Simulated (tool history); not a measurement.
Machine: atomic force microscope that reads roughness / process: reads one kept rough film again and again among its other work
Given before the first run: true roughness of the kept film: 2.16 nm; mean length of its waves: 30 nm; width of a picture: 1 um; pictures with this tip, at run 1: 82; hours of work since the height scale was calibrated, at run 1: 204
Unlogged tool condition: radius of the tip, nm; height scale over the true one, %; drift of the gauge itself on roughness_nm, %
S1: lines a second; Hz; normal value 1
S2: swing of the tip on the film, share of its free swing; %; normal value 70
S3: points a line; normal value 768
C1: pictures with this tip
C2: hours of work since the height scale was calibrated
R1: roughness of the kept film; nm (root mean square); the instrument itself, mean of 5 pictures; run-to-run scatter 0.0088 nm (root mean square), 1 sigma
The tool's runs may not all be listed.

run   hour    S1  S2    S3   C1   C2     R1
  1      0     1  70   768   82  204  1.908
  2   27.8     1  70   768  121  218  1.901
  3   54.4     1  71   768  157  232  1.865
  4   89.2     1  71   768  205  251  1.851
  5  125.8     1  70   768  256  270  1.829
  6  160.9     1  70   768  304  289  1.821
  7  196.7     1  70   768  354  308   1.78
     203.5  -- new tip fitted
  8  224.8  0.58  70   768   29  322  1.956
  9  255.1     1  70   304   71  338  1.895
 10    272     1  70   304   94  347  1.896
 11  297.2     1  70   304  129  361  1.857
 12  312.6     1  85   768  150  369  1.801
 13  348.5     1  70   768  200  388  1.848
 14  372.6     1  70   768  233  401  1.829
 15  403.5  2.45  70   768  276  417   1.72
 16    425   3.7  59   587  305  428   1.73
 17  444.3   3.7  68   326  332  439   1.64
 18  461.1   3.7  68   326  355  447  1.639
     467.4  -- new tip fitted
 19  481.8  0.73  85   444   20  458  1.904
 20  506.4  0.58  70   941   54  471  1.946
 21  530.1  2.71  58   332   87  484  1.871
 22  544.9  0.76  61   620  107  492  1.936
 23  573.5  0.76  61   620  147  507    1.9
 24  599.4  0.76  61   620  182  520  1.896
 25  632.4     1  57   768  228  538   1.89
 26  666.3  2.03  70   829  275  556  1.749
 27  686.4  2.03  70   829  303  566  1.748
 28  707.8  0.84  78  1005  332  578  1.782
       731  -- new tip fitted
 29  737.1  0.84  78  1005    9  593  1.935
 30  757.1  0.68  67   596   36  604  1.963

How the hidden state differs across the entries between the runs, from the last listed run before each to the first after it:
Logged between run 7 and run 8: new tip fitted (hour 203.5)
  radius of the tip, nm: 17.6 -> 8.3; height scale over the true one, %: 0.25 -> 0.26
  measured less the result without the state, R1: -0.163 -> -0.017 nm (root mean square)
Logged between run 18 and run 19: new tip fitted (hour 467.4)
  radius of the tip, nm: 18.2 -> 8.1; height scale over the true one, %: 0.36 -> 0.37
  measured less the result without the state, R1: -0.157 -> -0.012 nm (root mean square)
Logged between run 28 and run 29: new tip fitted (hour 731)
  radius of the tip, nm: 17.6 -> 7.8; height scale over the true one, %: 0.46 -> 0.47
  measured less the result without the state, R1: -0.158 -> -0.004 nm (root mean square)
